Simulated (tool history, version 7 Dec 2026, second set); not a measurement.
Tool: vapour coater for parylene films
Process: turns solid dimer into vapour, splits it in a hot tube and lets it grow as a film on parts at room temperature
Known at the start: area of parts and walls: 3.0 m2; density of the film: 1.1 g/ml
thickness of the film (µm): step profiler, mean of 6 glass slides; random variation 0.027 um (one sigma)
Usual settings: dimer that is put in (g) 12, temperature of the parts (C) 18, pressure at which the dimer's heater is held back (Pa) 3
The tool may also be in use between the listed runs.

run   hour  dimer that is put in (g)  temperature of the parts (C)  pressure at which the dimer's heater is held back (Pa)  thickness of the film (µm)
  1      0                        12                            18                                                       3                        2.24
  2   15.1                        12                            18                                                       3                        2.26
  3   32.7                        12                            18                                                       3                        2.25
  4   42.9                        12                            18                                                       3                        2.25
  5   56.5                        12                            18                                                       3                        2.26
  6   68.6                        12                            18                                                       3                        2.26
  7   88.4                        10                            18                                                       3                         1.9
  8  103.4                        12                            18                                                    2.25                        2.32
  9  117.7                        12                            18                                                    2.25                        2.36
 10  127.1                        12                            18                                                    2.25                        2.34
 11  145.5                        12                            18                                                    2.25                         2.3
 12  160.6                        12                            18                                                    2.25                        2.32
 13  170.3                        12                            18                                                    2.25                        2.35
 14  190.8                        12                            18                                                       3                        2.25
 15  207.6                        12                            18                                                       3                        2.21
 16  215.8                        12                            18                                                    3.75                        2.18
 17  227.7                        12                            18                                                    3.75                        2.19
 18  239.8                        12                            18                                                    3.75                        2.18
 19    258                        12                            18                                                    3.75                        2.17
 20  274.3                        12                            18                                                    3.75                        2.18
 21  288.8                        12                            18                                                    6.84                        1.99
 22  308.3                        12                            18                                                       3                        2.26
 23  319.1                        12                            18                                                       3                        2.21
 24  335.2                        12                            18                                                       3                        2.24
 25  347.1                        19                            18                                                       3                        3.56
 26  365.5                        12                            18                                                   10.03                        1.89
 27  373.7                         6                            28                                                    9.74                        0.57
 28  386.3                         8                            28                                                    4.97                         0.9
 29  402.6                         9                            26                                                       3                        1.16
 30  418.3                         7                            18                                                       3                        1.31
 31  426.7                         7                            18                                                       3                         1.3
 32    446                        12                            15                                                    4.83                        2.44
 33  455.9                         8                            18                                                       3                        1.48
 34  465.6                         8                            13                                                    7.73                        1.62
 35  482.4                        10                            28                                                       3                        1.15
 36    492                        11                            14                                                    5.97                         2.2
 37    506                        11                            14                                                    5.97                        2.24
 38  518.5                        21                            20                                                    8.29                        3.11
 39  528.9                        10                            23                                                    2.67                        1.53
 40  546.8                        12                            29                                                    3.42                        1.32
 41  562.7                        10                            22                                                    9.56                         1.3
 42  577.6                        21                            15                                                    2.46                        4.66
 43  595.4                        21                            15                                                    2.46                        4.66
 44  605.7                        14                            15                                                    2.46                        3.06
 45  623.7                        14                            12                                                    2.39                        3.58
 46    643                        14                            12                                                    2.39                        3.58

Not shown: 1 entry that the log had between the listed runs. Between which runs, and how does the tool's hidden state differ before and after?
Between runs 13 and 14: trap's valve overhauled (hour 183.4)
  vapour lost through the trap's worn valve, %: 0.3 -> 0

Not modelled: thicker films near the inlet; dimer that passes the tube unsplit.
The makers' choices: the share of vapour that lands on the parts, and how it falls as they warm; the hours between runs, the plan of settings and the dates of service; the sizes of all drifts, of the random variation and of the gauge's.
